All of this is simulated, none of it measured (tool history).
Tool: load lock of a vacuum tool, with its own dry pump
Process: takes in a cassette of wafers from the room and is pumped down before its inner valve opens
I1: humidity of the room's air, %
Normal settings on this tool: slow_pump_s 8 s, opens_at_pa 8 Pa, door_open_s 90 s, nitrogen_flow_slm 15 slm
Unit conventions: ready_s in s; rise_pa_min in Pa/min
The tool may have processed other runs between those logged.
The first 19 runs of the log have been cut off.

{"run": 20, "hour": 4760.9, "slow_pump_s": 8, "opens_at_pa": 8, "door_open_s": 163, "nitrogen_flow_slm": 36, "I1": 43.8, "ready_s": 22.5, "rise_pa_min": 0.326}
{"run": 21, "hour": 5103.5, "slow_pump_s": 11, "opens_at_pa": 8, "door_open_s": 163, "nitrogen_flow_slm": 36, "I1": 44.3, "ready_s": 25.0, "rise_pa_min": 0.364}
{"run": 22, "hour": 5259.6, "slow_pump_s": 8, "opens_at_pa": 13, "door_open_s": 29, "nitrogen_flow_slm": 15, "I1": 45.6, "ready_s": 21.3, "rise_pa_min": 0.337}
{"run": 23, "hour": 5483.2, "slow_pump_s": 9, "opens_at_pa": 13, "door_open_s": 107, "nitrogen_flow_slm": 6, "I1": 42.5, "ready_s": 22.7, "rise_pa_min": 0.414}
{"run": 24, "hour": 5631.6, "slow_pump_s": 9, "opens_at_pa": 7, "door_open_s": 90, "nitrogen_flow_slm": 15, "I1": 45.1, "ready_s": 24.2, "rise_pa_min": 0.405}
{"run": 25, "hour": 5855.7, "slow_pump_s": 9, "opens_at_pa": 7, "door_open_s": 179, "nitrogen_flow_slm": 14, "I1": 41.5, "ready_s": 24.1, "rise_pa_min": 0.438}
{"run": 26, "hour": 6108.3, "slow_pump_s": 9, "opens_at_pa": 10, "door_open_s": 179, "nitrogen_flow_slm": 14, "I1": 47.3, "ready_s": 23.7, "rise_pa_min": 0.487}
{"run": 27, "hour": 6395.6, "slow_pump_s": 9, "opens_at_pa": 10, "door_open_s": 179, "nitrogen_flow_slm": 14, "I1": 46.4, "ready_s": 23.3, "rise_pa_min": 0.509}
{"run": 28, "hour": 6599.1, "slow_pump_s": 9, "opens_at_pa": 10, "door_open_s": 179, "nitrogen_flow_slm": 14, "I1": 43.6, "ready_s": 24.0, "rise_pa_min": 0.521}
{"run": 29, "hour": 6835.8, "slow_pump_s": 4, "opens_at_pa": 15, "door_open_s": 53, "nitrogen_flow_slm": 15, "I1": 45.3, "ready_s": 19.4, "rise_pa_min": 0.502}
{"run": 30, "hour": 7134.2, "slow_pump_s": 4, "opens_at_pa": 15, "door_open_s": 53, "nitrogen_flow_slm": 15, "I1": 46.5, "ready_s": 19.9, "rise_pa_min": 0.534}
{"run": 31, "hour": 7306.6, "slow_pump_s": 9, "opens_at_pa": 8, "door_open_s": 90, "nitrogen_flow_slm": 11, "I1": 46.6, "ready_s": 24.3, "rise_pa_min": 0.571}
{"run": 32, "hour": 7650.7, "slow_pump_s": 9, "opens_at_pa": 8, "door_open_s": 90, "nitrogen_flow_slm": 11, "I1": 43.2, "ready_s": 24.1, "rise_pa_min": 0.626}
{"run": 33, "hour": 7938.0, "slow_pump_s": 9, "opens_at_pa": 8, "door_open_s": 90, "nitrogen_flow_slm": 11, "I1": 46.4, "ready_s": 24.4, "rise_pa_min": 0.652}
{"run": 34, "hour": 8236.8, "slow_pump_s": 9, "opens_at_pa": 8, "door_open_s": 90, "nitrogen_flow_slm": 11, "I1": 45.2, "ready_s": 25.2, "rise_pa_min": 0.691}
{"hour": 8311.1, "done": "door's seal changed, seat wiped"}
{"run": 35, "hour": 8416.7, "slow_pump_s": 8, "opens_at_pa": 6, "door_open_s": 176, "nitrogen_flow_slm": 14, "I1": 45.5, "ready_s": 24.1, "rise_pa_min": 0.106}
{"run": 36, "hour": 8678.8, "slow_pump_s": 8, "opens_at_pa": 6, "door_open_s": 90, "nitrogen_flow_slm": 11, "I1": 47.4, "ready_s": 25.1, "rise_pa_min": 0.086}
{"run": 37, "hour": 8930.6, "slow_pump_s": 10, "opens_at_pa": 16, "door_open_s": 90, "nitrogen_flow_slm": 15, "I1": 41.4, "ready_s": 24.0, "rise_pa_min": 0.081}
{"run": 38, "hour": 9079.2, "slow_pump_s": 15, "opens_at_pa": 8, "door_open_s": 61, "nitrogen_flow_slm": 6, "I1": 46.1, "ready_s": 28.8, "rise_pa_min": 0.09}

Forecast each of these 3 alternatives for the next run:
{"run": "A", "hour": 9306.1, "slow_pump_s": 8, "opens_at_pa": 8, "door_open_s": 90, "nitrogen_flow_slm": 24, "I1": 41.3, "ready_s": "?", "rise_pa_min": "?"}
{"run": "B", "hour": 9306.1, "slow_pump_s": 4, "opens_at_pa": 8, "door_open_s": 121, "nitrogen_flow_slm": 16, "I1": 47.0, "ready_s": "?", "rise_pa_min": "?"}
{"run": "C", "hour": 9306.1, "slow_pump_s": 7, "opens_at_pa": 8, "door_open_s": 90, "nitrogen_flow_slm": 39, "I1": 47.9, "ready_s": "?", "rise_pa_min": "?"}

run=A ready_s=24.3 rise_pa_min=0.079
run=B ready_s=21.8 rise_pa_min=0.107
run=C ready_s=24.0 rise_pa_min=0.075
What these runs would have given with no unlogged condition in the tool:
run=A ready_s=21.9 rise_pa_min=0.049
run=B ready_s=19.2 rise_pa_min=0.077
run=C ready_s=21.5 rise_pa_min=0.045

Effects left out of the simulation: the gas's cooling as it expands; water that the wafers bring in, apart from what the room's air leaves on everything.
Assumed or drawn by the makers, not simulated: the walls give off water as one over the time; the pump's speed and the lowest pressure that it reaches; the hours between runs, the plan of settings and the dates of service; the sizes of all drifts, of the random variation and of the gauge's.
